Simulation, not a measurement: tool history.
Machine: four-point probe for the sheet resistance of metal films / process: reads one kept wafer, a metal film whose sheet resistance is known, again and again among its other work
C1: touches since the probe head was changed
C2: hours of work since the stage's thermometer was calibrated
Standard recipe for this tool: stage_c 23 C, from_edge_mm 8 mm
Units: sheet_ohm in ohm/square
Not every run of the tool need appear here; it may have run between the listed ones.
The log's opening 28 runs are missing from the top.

{"run": 29, "hour": 829.4, "stage_c": 27, "from_edge_mm": 11, "C1": 20916, "C2": 50, "sheet_ohm": 0.469908}
{"run": 30, "hour": 863.8, "stage_c": 27, "from_edge_mm": 11, "C1": 21763, "C2": 77, "sheet_ohm": 0.469803}
{"hour": 892.3, "done": "stage's thermometer calibrated, once more"}
{"run": 31, "hour": 893.9, "stage_c": 21, "from_edge_mm": 60, "C1": 22492, "C2": 1, "sheet_ohm": 0.472834}
{"run": 32, "hour": 910.0, "stage_c": 21, "from_edge_mm": 3, "C1": 22890, "C2": 14, "sheet_ohm": 0.483931}
{"run": 33, "hour": 935.6, "stage_c": 21, "from_edge_mm": 3, "C1": 23521, "C2": 33, "sheet_ohm": 0.48392}
{"run": 34, "hour": 954.7, "stage_c": 25, "from_edge_mm": 9, "C1": 23989, "C2": 48, "sheet_ohm": 0.471978}
{"run": 35, "hour": 989.4, "stage_c": 20, "from_edge_mm": 40, "C1": 24845, "C2": 75, "sheet_ohm": 0.473389}
{"run": 36, "hour": 1018.6, "stage_c": 30, "from_edge_mm": 45, "C1": 25563, "C2": 97, "sheet_ohm": 0.468208}
{"run": 37, "hour": 1048.3, "stage_c": 32, "from_edge_mm": 7, "C1": 26295, "C2": 120, "sheet_ohm": 0.469393}
{"run": 38, "hour": 1066.6, "stage_c": 32, "from_edge_mm": 7, "C1": 26747, "C2": 134, "sheet_ohm": 0.469217}
{"run": 39, "hour": 1104.8, "stage_c": 19, "from_edge_mm": 3, "C1": 27686, "C2": 163, "sheet_ohm": 0.484764}
{"run": 40, "hour": 1142.7, "stage_c": 34, "from_edge_mm": 46, "C1": 28621, "C2": 192, "sheet_ohm": 0.466259}

Consider 3 possible next runs. They are alternatives, not a sequence: every one starts from the tool as it was left by run 40. What does each give?
{"run": "A", "hour": 1177.2, "stage_c": 23, "from_edge_mm": 4, "C1": 29470, "C2": 219, "sheet_ohm": "?"}
{"run": "B", "hour": 1177.2, "stage_c": 32, "from_edge_mm": 13, "C1": 29470, "C2": 219, "sheet_ohm": "?"}
{"run": "C", "hour": 1177.2, "stage_c": 20, "from_edge_mm": 46, "C1": 29470, "C2": 219, "sheet_ohm": "?"}

run=A sheet_ohm=0.477985
run=B sheet_ohm=0.467957
run=C sheet_ohm=0.47297
The same runs, with their run-to-run variation unchanged, on a tool lacking any hidden condition would have given:
run=A sheet_ohm=0.477206
run=B sheet_ohm=0.467194
run=C sheet_ohm=0.472198
